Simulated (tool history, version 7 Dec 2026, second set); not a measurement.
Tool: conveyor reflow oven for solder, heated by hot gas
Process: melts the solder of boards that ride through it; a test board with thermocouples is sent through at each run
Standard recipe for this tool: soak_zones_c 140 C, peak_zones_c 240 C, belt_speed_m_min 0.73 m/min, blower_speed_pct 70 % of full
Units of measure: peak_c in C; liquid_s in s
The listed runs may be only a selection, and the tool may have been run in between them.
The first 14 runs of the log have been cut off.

run     day  soak_zones_c  peak_zones_c  belt_speed_m_min  blower_speed_pct  hours of work since the flux was cleaned out  hours of work since the belt drive was overhauled  hours of work since the thermocouples were changed  peak_c  liquid_s
 15   6.688           140           240              0.73                54                                           127                                                  6                                                 268   219.9      38.4
 16   7.008           140           240              0.73                54                                           130                                                 10                                                 271   219.4      38.3
 17   7.342           140           240              0.73                54                                           133                                                 13                                                 274     220      38.5
 18   7.821           134           240              0.73                54                                           138                                                 17                                                 279   218.7      36.2
 19   8.375           126           240              0.73                56                                           143                                                 23                                                 285   217.5      34.3
 20   9.017           146           243             0.796                56                                           149                                                 29                                                 291   221.2      36.8
 21   9.488           146           243             0.796                56                                           154                                                 34                                                 295   221.3      36.9
 22   9.817           146           243             0.796                56                                           157                                                 37                                                 299     221      36.8
 23  10.292           146           243             0.796                56                                           162                                                 41                                                 303   221.1      36.8
 24  10.862           141           237              0.73                70                                           167                                                 47                                                 309   222.2      39.9
 25  11.512           147           253              0.63                50                                           174                                                 53                                                 315   237.3      54.2
 26  12.046           147           253             0.769                88                                           179                                                 58                                                 320   239.5      44.9
 27  12.367           147           253             0.769                88                                           182                                                 62                                                 323   239.3      44.8
 28  12.967           147           253             0.769                88                                           188                                                 67                                                 329   239.3      44.8
 29  13.262           135           240             0.771                70                                           191                                                 70                                                 332   222.2      36.2
 30  13.692           126           240             0.771                68                                           195                                                 74                                                 336   219.5      33.2
 31  14.317           133           240             0.771                61                                           201                                                 80                                                 342   218.9      34.2

Alternative continuations, all from the tool just after run 31; predict every row:
  A  14.921           140           237              0.77                77                                           207                                                 86                                                 348       ?         ?
  B  14.921           133           233             0.771                61                                           207                                                 86                                                 348       ?         ?
  C  14.921           136           250              0.59                70                                           207                                                 86                                                 348       ?         ?

run  peak_c  liquid_s
  A   221.5      37.4
  B   212.6      31.2
  C   239.5      55.9
With the hidden condition removed and each run's random variation left untouched, the same runs would have given:
run  peak_c  liquid_s
  A   221.8      37.7
  B   212.9      31.5
  C   239.5      55.8
